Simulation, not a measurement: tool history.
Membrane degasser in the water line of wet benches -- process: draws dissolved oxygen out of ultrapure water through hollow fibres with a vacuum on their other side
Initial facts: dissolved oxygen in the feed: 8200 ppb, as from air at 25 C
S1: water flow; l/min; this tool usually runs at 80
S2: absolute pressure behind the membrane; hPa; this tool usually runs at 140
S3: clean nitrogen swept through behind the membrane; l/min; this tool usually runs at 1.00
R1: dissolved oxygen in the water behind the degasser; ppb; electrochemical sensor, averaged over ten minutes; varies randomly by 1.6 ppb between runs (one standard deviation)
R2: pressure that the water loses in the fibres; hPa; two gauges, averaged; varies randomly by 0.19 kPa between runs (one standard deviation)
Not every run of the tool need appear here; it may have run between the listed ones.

run	hour	S1	S2	S3	R1	R2
1	0.0	80	140	1.00	1289.2	413.7
2	176.0	80	140	1.00	1288.9	414.3
3	388.5	80	153	1.00	1423.3	416.6
4	490.2	80	140	0.88	1395.3	417.3
5	589.9	80	116	1.00	1030.7	416.3
6	742.5	80	116	1.00	1030.6	416.0
7	990.1	80	116	1.00	1031.2	418.5
8	1180.0	80	140	1.00	1291.6	418.4
9	1292.1	80	140	1.00	1293.9	414.5
10	1498.3	80	140	0.89	1384.3	419.6
# hour 1521.0: vacuum gauge calibrated
11	1697.4	80	140	0.89	1388.5	418.4
12	1826.0	56	140	0.89	1108.1	291.9
13	1955.6	56	140	0.89	1105.4	293.3
14	2073.9	56	140	0.89	1108.1	297.5
15	2211.7	63	119	1.07	873.0	331.2
16	2366.4	87	124	0.92	1249.5	460.1
17	2539.1	87	124	0.92	1248.2	459.6
# hour 2578.9: vacuum gauge calibrated, once more
18	2771.8	113	201	0.92	2398.7	595.8
19	2966.6	102	201	0.41	3259.8	541.6
20	3107.3	85	140	0.53	1884.1	446.3
21	3261.5	64	91	0.53	941.5	333.9
22	3444.9	64	345	0.53	3672.6	335.8
23	3643.0	95	309	1.72	2242.4	504.8
24	3779.1	89	249	1.72	1771.9	468.1
25	3953.7	50	249	1.72	1179.1	269.6

Alternative continuations, all from the tool just after run 25; predict every row:
A	4107.2	50	237	1.72	?	?
B	4107.2	116	265	2.27	?	?
C	4107.2	94	95	1.75	?	?

run	R1	R2
A	1123.7	265.0
B	1874.6	615.7
C	616.8	497.5
Had the tool no hidden state, the same runs would have come out as:
run	R1	R2
A	1117.7	254.5
B	1867.3	591.4
C	610.4	477.8
